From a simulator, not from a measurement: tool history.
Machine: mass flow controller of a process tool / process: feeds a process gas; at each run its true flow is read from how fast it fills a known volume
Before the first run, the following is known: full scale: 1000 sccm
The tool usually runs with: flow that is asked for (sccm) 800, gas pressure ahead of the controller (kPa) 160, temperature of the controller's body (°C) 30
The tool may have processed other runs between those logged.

run    hour  flow that is asked for (sccm)  gas pressure ahead of the controller (kPa)  temperature of the controller's body (°C)  true flow (%)
  1     0.0                            800                                         160                                         30          99.60
  2   116.5                            800                                         160                                         30          99.52
  3   385.4                            800                                         160                                         30          99.45
  4   606.6                            800                                         160                                         30          99.61
  5   852.2                            800                                         160                                         30          99.60
  6  1008.4                            800                                         223                                         30          99.55
  7  1220.0                            800                                         223                                         30          99.33
  8  1338.8                            800                                         196                                         30          99.52
  9  1464.7                            800                                         196                                         30          99.46
 10  1617.9                            800                                         196                                         30          99.34
 11  1841.6                            800                                         196                                         30          99.42
 12  2084.8                            800                                         196                                         35          99.23
 13  2264.5                            800                                         160                                         39          99.39
 14  2529.4                            800                                         252                                         39          99.04
 15  2679.7                            800                                         252                                         39          99.06
 16  2832.4                            800                                         252                                         39          99.17
 17  3076.3                            337                                         252                                         39          98.33
 18  3201.0                            337                                         252                                         39          98.24
 19  3318.4                            337                                         252                                         39          98.29
 20  3459.1                            337                                         252                                         39          98.26
 21  3615.1                            800                                         160                                         30          99.49
 22  3837.3                            800                                         160                                         30          99.53
 23  4082.2                            800                                         160                                         30          99.63
 24  4310.3                            800                                         160                                         30          99.49
 25  4552.3                            800                                         160                                         30          99.56
 26  4798.0                            208                                         272                                         25          98.78
 27  5040.2                            208                                         272                                         25          98.61
 28  5149.4                            159                                         203                                         38          99.03
 29  5414.8                            628                                         203                                         29          99.03
 30  5601.8                            416                                         194                                         29          98.71
 31  5843.0                            950                                         194                                         23         100.06
 32  6100.7                            148                                         235                                         35          99.14
 33  6284.7                            277                                         160                                         20          99.08
 34  6413.7                            277                                         160                                         20          99.08
 35  6681.9                            587                                         166                                         27          99.14
 36  6932.4                            587                                         166                                         27          99.23
 37  7148.8                            164                                         166                                         27          99.54
 38  7410.3                            300                                         186                                         36          98.65
 39  7541.8                            734                                         160                                         29          99.44
 40  7709.3                            734                                         160                                         29          99.39
 41  7840.7                            155                                         202                                         25          99.62
 42  8068.3                            155                                         202                                         25          99.52
 43  8216.4                            775                                         209                                         30          99.33
 44  8386.8                            515                                         261                                         27          98.70
 45  8616.0                            116                                         160                                         22         100.38
 46  8735.7                            116                                         160                                         22         100.45
 47  8931.8                            110                                         165                                         30         100.48
 48  9115.2                            110                                         165                                         30         100.44
 49  9255.1                            110                                         165                                         30         100.46

Forecast each of these 3 alternatives for the next run:
  A  9395.2                            800                                         145                                         37              ?
  B  9395.2                            800                                         160                                         21              ?
  C  9395.2                            612                                         165                                         25              ?

run  true flow (%)
  A          99.52
  B          99.84
  C          99.28
Stripped of hidden state, with their random variation kept, the same runs would have yielded:
run  true flow (%)
  A          99.49
  B          99.81
  C          99.11

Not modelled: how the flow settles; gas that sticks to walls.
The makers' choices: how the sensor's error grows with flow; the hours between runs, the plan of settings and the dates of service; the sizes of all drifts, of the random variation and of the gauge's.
